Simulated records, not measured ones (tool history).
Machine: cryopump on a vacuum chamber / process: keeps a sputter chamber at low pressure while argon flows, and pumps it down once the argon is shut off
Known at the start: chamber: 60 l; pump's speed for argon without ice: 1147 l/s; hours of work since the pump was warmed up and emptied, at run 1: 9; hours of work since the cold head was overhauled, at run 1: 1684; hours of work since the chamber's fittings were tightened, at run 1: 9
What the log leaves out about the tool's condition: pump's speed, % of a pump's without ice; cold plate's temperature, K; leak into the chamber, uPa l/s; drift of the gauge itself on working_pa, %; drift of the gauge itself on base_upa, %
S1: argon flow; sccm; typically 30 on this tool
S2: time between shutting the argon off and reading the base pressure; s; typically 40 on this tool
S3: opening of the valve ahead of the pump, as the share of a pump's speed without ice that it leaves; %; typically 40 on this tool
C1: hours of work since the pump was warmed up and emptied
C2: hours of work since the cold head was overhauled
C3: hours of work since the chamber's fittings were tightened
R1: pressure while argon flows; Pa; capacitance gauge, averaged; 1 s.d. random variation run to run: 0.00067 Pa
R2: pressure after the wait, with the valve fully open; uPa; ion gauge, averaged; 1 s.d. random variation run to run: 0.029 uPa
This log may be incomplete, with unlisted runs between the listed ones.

run     day  S1   S2  S3   C1    C2   C3      R1    R2
  1       0  30   40  40    9  1684    9  0.1112  1.37
  2   3.833  30   40  40   83  1757   83  0.1136  1.38
  3   7.862  30  181  40  161  1835  161   0.112  0.59
  4  12.404  30  181  40  248  1922  248  0.1146  0.63
  5  15.179  30  181  40  302  1976  302  0.1146  0.62
  6  19.525  30   40  48  385  2059  385  0.0973  1.49
  7  22.438  30   40  48  441  2115  441  0.0983  1.54
  8  26.404  31   28  39  518  2192  518  0.1232  2.04
  9  30.846  15   40  43  603  2277  603  0.0551  1.57
 10  35.192  15   40  43  687  2361  687  0.0545  1.61
 11  37.758  14   45  26  736  2410  736  0.0838  1.57
     39.121  -- pump warmed up, emptied and cooled again
 12    40.3  12   40  29   23  2455  781  0.0615  1.63
 13  42.546  17   40  22   66  2498  824  0.1153  1.63

Predict each of these 3 candidate next runs independently; none follows another, all start after run 13:
  A  44.488  30  40  15  103  2536  862   ?   ?
  B  44.488  25  80  22  103  2536  862   ?   ?
  C  44.488  14  40  22  103  2536  862   ?   ?

run      R1    R2
  A  0.2975  1.57
  B  0.1695  1.05
  C  0.0946   1.6
What these runs would have given with no unlogged condition in the tool:
run      R1    R2
  A  0.2949  1.31
  B  0.1674  0.78
  C  0.0934  1.33
